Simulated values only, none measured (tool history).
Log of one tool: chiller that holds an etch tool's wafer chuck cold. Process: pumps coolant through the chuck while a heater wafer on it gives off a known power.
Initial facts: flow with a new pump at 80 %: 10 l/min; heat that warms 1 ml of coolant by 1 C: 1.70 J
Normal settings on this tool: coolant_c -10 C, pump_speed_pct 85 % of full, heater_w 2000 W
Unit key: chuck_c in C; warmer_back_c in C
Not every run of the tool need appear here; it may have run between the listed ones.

run,hour,coolant_c,pump_speed_pct,heater_w,chuck_c,warmer_back_c
1,0.0,-10,85,2000,4.2,6.70
2,24.6,-18,85,2000,-3.9,6.71
3,59.6,-18,85,2000,-3.8,6.69
4,87.7,-18,85,2000,-3.9,6.69
5,102.5,-3,85,2000,11.3,6.65
6,130.3,-3,85,2000,11.2,6.69
7,145.3,-10,85,2000,4.1,6.66
8,164.4,-16,85,2000,-1.8,6.78
9,191.9,-7,85,2000,7.1,6.70
10,211.6,-7,85,2000,7.3,6.67
11,247.0,-7,85,2000,7.2,6.75
12,262.2,-10,85,2000,4.1,6.67
13,284.1,-10,85,2000,4.2,6.68
14,308.4,-10,85,2000,4.1,6.71
15,342.3,-10,85,2000,4.4,6.70
16,371.5,-10,85,2000,4.3,6.73
17,407.4,-10,85,2000,4.3,6.71
18,430.2,-9,84,2000,5.4,6.81
19,464.2,-18,71,2644,3.8,10.60
20,487.5,-7,89,1603,4.0,5.14
21,508.4,-10,76,1268,-0.1,4.79
22,535.6,-10,85,1661,1.7,5.53
23,571.0,-10,85,1661,2.0,5.57
24,589.1,-13,85,2048,1.6,6.88
25,611.0,-8,85,1530,3.0,5.15
26,635.4,-7,74,1251,3.1,4.83
27,665.5,-16,60,1981,2.6,9.40
28,692.8,-10,73,2000,6.2,7.81
29,720.0,-13,88,1151,-4.8,3.75
30,735.4,-14,87,2476,3.5,8.11
31,768.8,-10,85,2000,4.5,6.70

Each row is a separate what-if for the run after 31, all from the same tool condition, not one after another. Results?
A,787.3,-10,84,2000,?,?
B,787.3,-10,72,1652,?,?
C,787.3,-10,85,1825,?,?
D,787.3,-6,85,2000,?,?

run,chuck_c,warmer_back_c
A,4.4,6.80
B,3.7,6.51
C,3.2,6.09
D,8.5,6.80
With no hidden state in the tool, these same runs would have given:
run,chuck_c,warmer_back_c
A,3.9,6.72
B,3.2,6.44
C,2.8,6.02
D,8.0,6.73

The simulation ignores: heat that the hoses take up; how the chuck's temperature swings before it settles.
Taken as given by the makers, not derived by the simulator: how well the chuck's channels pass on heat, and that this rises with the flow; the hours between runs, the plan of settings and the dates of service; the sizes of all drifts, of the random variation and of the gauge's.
